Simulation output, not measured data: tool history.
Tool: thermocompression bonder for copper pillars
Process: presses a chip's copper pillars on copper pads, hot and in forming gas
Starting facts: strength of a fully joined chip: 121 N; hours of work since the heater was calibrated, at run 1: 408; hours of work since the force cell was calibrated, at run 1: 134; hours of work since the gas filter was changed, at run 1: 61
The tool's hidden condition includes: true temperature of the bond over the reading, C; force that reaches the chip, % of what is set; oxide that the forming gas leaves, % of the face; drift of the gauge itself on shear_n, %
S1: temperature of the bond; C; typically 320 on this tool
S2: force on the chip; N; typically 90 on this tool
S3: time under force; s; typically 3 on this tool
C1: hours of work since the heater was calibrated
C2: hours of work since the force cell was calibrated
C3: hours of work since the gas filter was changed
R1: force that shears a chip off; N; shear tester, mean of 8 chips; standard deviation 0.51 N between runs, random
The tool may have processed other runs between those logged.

run	day	S1	S2	S3	C1	C2	C3	R1
1	0.000	320	90	3	408	134	61	79.6
2	1.492	320	76	3	430	157	83	74.4
3	4.312	320	76	3	473	199	126	73.3
4	6.712	320	76	3	509	236	162	71.3
5	8.146	320	88	3	531	257	184	75.9
# day 10.388: forming gas filter changed
6	10.633	320	88	3	568	294	4	79.4
7	13.038	320	87	3	604	331	40	77.6
8	14.617	320	87	3	628	355	64	77.5
9	16.288	320	65	3	653	380	89	67.6
10	18.125	325	90	3	681	408	117	80.2
11	19.771	325	90	3	706	432	142	81.0
12	20.921	339	90	3	723	450	159	89.0
13	23.483	291	90	3	762	489	198	53.3
# day 24.775: forming gas filter changed
14	25.217	291	90	3	788	514	7	57.0
15	27.462	291	90	3	822	548	41	56.2
16	29.146	320	90	3	847	574	66	77.6
17	31.517	347	90	3	883	610	102	94.3
18	33.471	332	90	5	913	639	131	93.6
19	34.975	332	90	5	935	662	154	93.4
20	37.458	309	115	2	973	699	192	64.1
# day 39.317: forming gas filter changed
21	40.254	309	113	6	1015	741	14	92.0
22	42.442	322	88	4	1048	774	47	83.4
23	43.804	295	88	4	1068	795	68	61.9
24	45.246	331	88	7	1090	817	90	98.6
25	47.896	330	55	4	1130	857	130	71.5
26	49.625	340	114	2	1156	883	156	86.0
27	50.792	341	114	3	1174	900	173	93.1
28	52.329	303	90	3	1197	924	197	59.4
# day 53.729: forming gas filter changed
29	54.146	303	90	3	1224	951	6	63.7
# day 56.083: heater calibrated with a thermocouple chip
30	56.258	320	92	3	3	981	37	84.4
31	59.100	320	92	3	46	1024	80	83.2
32	61.296	320	78	3	79	1058	113	77.8
33	63.983	344	87	3	119	1098	154	95.1
34	66.079	322	70	3	151	1130	185	72.9

Alternative continuations, all from the tool just after run 34; predict every row:
# day 68.212: forming gas filter changed
A	68.725	294	90	3	191	1170	8	?
# day 68.212: forming gas filter changed
B	68.725	333	99	3	191	1170	8	?
# day 68.212: forming gas filter changed
C	68.725	322	70	4	191	1170	8	?
# day 68.212: forming gas filter changed
D	68.725	341	103	3	191	1170	8	?
# day 68.212: forming gas filter changed
E	68.725	322	58	3	191	1170	8	?

run	R1
A	62.7
B	96.3
C	83.1
D	100.9
E	71.2
Without the tool's hidden state the same runs would have given:
run	R1
A	63.4
B	96.9
C	83.7
D	101.4
E	71.9
